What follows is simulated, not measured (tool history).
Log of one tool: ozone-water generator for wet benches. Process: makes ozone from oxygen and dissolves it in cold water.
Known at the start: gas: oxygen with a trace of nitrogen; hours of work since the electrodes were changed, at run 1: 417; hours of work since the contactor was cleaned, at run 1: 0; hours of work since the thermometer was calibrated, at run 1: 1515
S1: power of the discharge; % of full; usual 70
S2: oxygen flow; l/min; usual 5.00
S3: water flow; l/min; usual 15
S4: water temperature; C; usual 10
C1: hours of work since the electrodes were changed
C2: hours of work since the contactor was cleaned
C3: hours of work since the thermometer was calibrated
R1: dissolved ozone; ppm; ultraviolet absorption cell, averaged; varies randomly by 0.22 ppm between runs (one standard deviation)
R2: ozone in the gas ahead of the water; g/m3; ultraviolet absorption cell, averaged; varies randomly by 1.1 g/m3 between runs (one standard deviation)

| run | day | S1 | S2 | S3 | S4 | C1 | C2 | C3 | R1 | R2 |
|---|---|---|---|---|---|---|---|---|---|---|
| 1 | 0.000 | 70 | 5.00 | 15 | 10 | 417 | 0 | 1515 | 31.3 | 198.7 |
| 2 | 0.962 | 70 | 5.00 | 15 | 10 | 439 | 22 | 1537 | 31.7 | 202.0 |
| 3 | 1.804 | 70 | 5.00 | 15 | 10 | 458 | 41 | 1556 | 31.1 | 199.8 |
| 4 | 3.104 | 70 | 5.00 | 24 | 10 | 487 | 70 | 1585 | 21.3 | 199.8 |
| 5 | 4.792 | 70 | 5.00 | 15 | 10 | 525 | 108 | 1623 | 31.9 | 202.6 |
| 6 | 5.746 | 70 | 5.00 | 15 | 7 | 546 | 129 | 1644 | 32.9 | 197.7 |
| 7 | 6.812 | 70 | 5.00 | 15 | 10 | 570 | 153 | 1668 | 31.6 | 201.1 |
| 8 | 8.429 | 70 | 5.00 | 15 | 10 | 606 | 189 | 1704 | 31.2 | 198.3 |
| 9 | 9.229 | 70 | 5.00 | 15 | 8 | 624 | 207 | 1722 | 32.8 | 199.6 |
| 10 | 11.050 | 70 | 5.00 | 15 | 8 | 665 | 248 | 1763 | 32.2 | 198.1 |
| 11 | 11.888 | 70 | 5.00 | 15 | 8 | 684 | 267 | 1782 | 32.2 | 198.3 |
|  | 12.150 | contactor cleaned |
| 12 | 13.721 | 70 | 5.00 | 15 | 8 | 721 | 35 | 1819 | 32.0 | 199.3 |
| 13 | 15.358 | 70 | 5.00 | 15 | 8 | 758 | 72 | 1856 | 32.4 | 200.3 |
| 14 | 16.308 | 70 | 5.00 | 15 | 8 | 779 | 93 | 1877 | 31.9 | 200.6 |
| 15 | 18.062 | 70 | 5.00 | 15 | 8 | 819 | 133 | 1917 | 32.6 | 197.8 |
| 16 | 19.012 | 70 | 5.00 | 15 | 10 | 840 | 154 | 1938 | 31.4 | 199.6 |
|  | 19.667 | contactor cleaned, once more |
| 17 | 20.404 | 97 | 5.00 | 18 | 10 | 868 | 17 | 1966 | 33.1 | 240.4 |
| 18 | 21.904 | 97 | 5.00 | 18 | 10 | 901 | 50 | 1999 | 32.9 | 240.6 |
| 19 | 23.150 | 70 | 5.00 | 18 | 10 | 929 | 78 | 2027 | 27.2 | 199.2 |
| 20 | 24.592 | 70 | 5.00 | 18 | 10 | 962 | 110 | 2060 | 26.8 | 197.7 |
| 21 | 26.112 | 48 | 7.25 | 15 | 10 | 996 | 145 | 2094 | 24.1 | 126.6 |
| 22 | 27.604 | 48 | 7.25 | 15 | 10 | 1029 | 178 | 2127 | 24.0 | 126.5 |
| 23 | 28.608 | 70 | 5.00 | 15 | 7 | 1052 | 201 | 2150 | 32.3 | 196.5 |
| 24 | 29.829 | 70 | 5.28 | 15 | 10 | 1079 | 228 | 2177 | 31.0 | 190.8 |
| 25 | 30.854 | 84 | 5.00 | 9 | 10 | 1102 | 251 | 2200 | 48.6 | 218.7 |
| 26 | 32.246 | 76 | 5.84 | 21 | 6 | 1133 | 282 | 2231 | 26.1 | 188.0 |
| 27 | 33.238 | 76 | 5.84 | 21 | 6 | 1156 | 305 | 2254 | 26.1 | 188.0 |
| 28 | 34.517 | 76 | 5.84 | 14 | 6 | 1184 | 333 | 2282 | 36.3 | 191.8 |
| 29 | 35.517 | 81 | 5.00 | 15 | 8 | 1207 | 356 | 2305 | 35.0 | 215.7 |
| 30 | 36.767 | 81 | 5.00 | 15 | 8 | 1235 | 384 | 2333 | 35.1 | 213.5 |
| 31 | 37.946 | 81 | 5.00 | 15 | 8 | 1261 | 410 | 2359 | 34.8 | 214.5 |
| 32 | 39.125 | 49 | 5.00 | 10 | 10 | 1288 | 437 | 2386 | 33.1 | 159.5 |

For each entry between runs, how does the tool's hidden state at the last listed run before it compare with that at the first listed run after it?
Runs 11 to 12: contactor cleaned (day 12.150)
  yield of the discharge, % of new electrodes': 98.5 -> 98.4; contactor's efficiency, % of a clean one's: 99 -> 98.8
  the result without the hidden state subtracted from the measured one, R1: -0.7 -> -0.6 ppm; R2: -3.0 -> -3.2 g/m3
Runs 16 to 17: contactor cleaned, once more (day 19.667)
  yield of the discharge, % of new electrodes': 98.2 -> 98.1; contactor's efficiency, % of a clean one's: 98.7 -> 98.9
  the result without the hidden state subtracted from the measured one, R1: -0.7 -> -0.9 ppm; R2: -3.7 -> -5.6 g/m3
